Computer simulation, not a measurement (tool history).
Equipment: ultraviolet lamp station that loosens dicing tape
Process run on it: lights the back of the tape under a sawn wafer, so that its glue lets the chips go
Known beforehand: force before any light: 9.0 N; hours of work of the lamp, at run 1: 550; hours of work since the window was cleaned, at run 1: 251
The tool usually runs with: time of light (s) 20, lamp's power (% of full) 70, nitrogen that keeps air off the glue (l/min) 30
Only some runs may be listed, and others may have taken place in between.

| run | day | time of light (s) | lamp's power (% of full) | nitrogen that keeps air off the glue (l/min) | hours of work of the lamp | hours of work since the window was cleaned | force that peels the tape off (N) | light that reached the tape (mJ/cm2) |
|---|---|---|---|---|---|---|---|---|
| 1 | 0.000 | 20 | 70 | 30 | 550 | 251 | 1.839 | 141 |
| 2 | 2.662 | 20 | 89 | 30 | 601 | 302 | 1.320 | 169 |
|  | 3.608 | window cleaned of glue's vapour |
| 3 | 5.225 | 20 | 89 | 30 | 650 | 31 | 1.167 | 185 |
| 4 | 7.779 | 20 | 89 | 30 | 699 | 80 | 1.266 | 172 |
|  | 9.021 | lamp changed |
| 5 | 9.867 | 20 | 70 | 35 | 16 | 119 | 0.978 | 197 |
| 6 | 11.621 | 20 | 67 | 30 | 50 | 153 | 1.168 | 187 |
| 7 | 14.800 | 20 | 74 | 30 | 111 | 213 | 1.067 | 191 |
| 8 | 16.292 | 20 | 74 | 30 | 139 | 242 | 1.156 | 188 |
| 9 | 19.112 | 20 | 74 | 30 | 193 | 296 | 1.254 | 176 |
|  | 20.258 | window cleaned of glue's vapour |
| 10 | 21.158 | 17 | 72 | 51 | 232 | 17 | 1.256 | 163 |
| 11 | 23.979 | 17 | 72 | 12 | 286 | 71 | 2.057 | 154 |
| 12 | 27.600 | 17 | 72 | 12 | 355 | 140 | 2.357 | 144 |
| 13 | 30.796 | 40 | 75 | 18 | 416 | 202 | 0.476 | 332 |
| 14 | 33.233 | 40 | 61 | 27 | 463 | 248 | 0.660 | 252 |

Had the tool no unlogged condition, and each run kept its random variation, what would the results have been?
Unlogged tool condition in this case: lamp's light, % of a new lamp's; light that the window lets through, % of a clean one's; drift of the gauge itself on peel_n, %; drift of the gauge itself on dose_mj_cm2, %.
| run | force that peels the tape off (N) | light that reached the tape (mJ/cm2) |
|---|---|---|
| 1 | 0.894 | 215 |
| 2 | 0.540 | 273 |
| 3 | 0.558 | 273 |
| 4 | 0.541 | 269 |
| 5 | 0.843 | 213 |
| 6 | 0.956 | 208 |
| 7 | 0.779 | 226 |
| 8 | 0.803 | 228 |
| 9 | 0.791 | 225 |
| 10 | 0.964 | 189 |
| 11 | 1.531 | 187 |
| 12 | 1.597 | 188 |
| 13 | 0.292 | 463 |
| 14 | 0.331 | 370 |
